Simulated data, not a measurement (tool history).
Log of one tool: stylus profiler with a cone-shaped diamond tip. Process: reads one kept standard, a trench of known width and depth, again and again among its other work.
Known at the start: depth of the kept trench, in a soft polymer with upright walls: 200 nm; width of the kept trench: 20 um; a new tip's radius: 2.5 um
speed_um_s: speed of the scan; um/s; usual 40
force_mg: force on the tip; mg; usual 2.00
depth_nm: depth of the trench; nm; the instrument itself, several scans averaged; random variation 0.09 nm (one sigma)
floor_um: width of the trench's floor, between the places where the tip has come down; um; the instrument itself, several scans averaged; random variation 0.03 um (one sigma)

run	hour	speed_um_s	force_mg	depth_nm	floor_um
1	0.0	40	2.00	202.91	17.87
2	16.3	40	2.00	202.74	17.83
3	28.5	42	2.00	202.88	17.81
4	38.3	42	1.82	202.74	17.85
5	50.2	42	1.82	202.45	17.77
6	65.0	40	3.27	203.69	17.93
7	75.8	40	3.27	204.02	17.91
8	91.7	40	3.27	203.87	17.87
9	105.4	40	3.27	203.94	17.87
10	122.2	40	3.27	203.91	17.92
11	136.5	40	3.27	204.13	17.89
12	144.3	25	2.00	202.75	17.93
13	155.1	25	2.00	202.85	17.90
14	163.7	150	2.00	202.88	17.30
15	174.7	40	2.00	202.79	17.81
16	187.7	40	2.00	202.77	17.82
17	195.3	40	2.00	202.85	17.83
18	206.5	40	1.80	202.54	17.78
19	213.3	40	2.00	202.86	17.84
20	227.1	40	1.03	201.75	17.81
21	237.9	40	0.78	201.57	17.77
22	250.5	40	0.78	201.66	17.78
23	261.3	146	0.69	201.44	16.84
24	269.1	146	0.69	201.50	16.86
25	276.9	146	0.69	201.50	16.86
26	293.7	29	4.29	204.77	17.90
27	309.8	67	0.97	201.88	17.57
28	325.4	67	0.97	201.73	17.53
29	336.7	30	2.00	202.78	17.87
30	349.7	30	2.00	202.84	17.90
31	363.0	94	1.62	202.44	17.50
32	379.6	94	1.62	202.54	17.52

Forecast run 33:
33	393.4	94	1.62	?	?

depth_nm: 202.50 nm
floor_um: 17.44 um
Without the tool's hidden state the same run would have given depth_nm 202.50 nm, floor_um 17.45 um.

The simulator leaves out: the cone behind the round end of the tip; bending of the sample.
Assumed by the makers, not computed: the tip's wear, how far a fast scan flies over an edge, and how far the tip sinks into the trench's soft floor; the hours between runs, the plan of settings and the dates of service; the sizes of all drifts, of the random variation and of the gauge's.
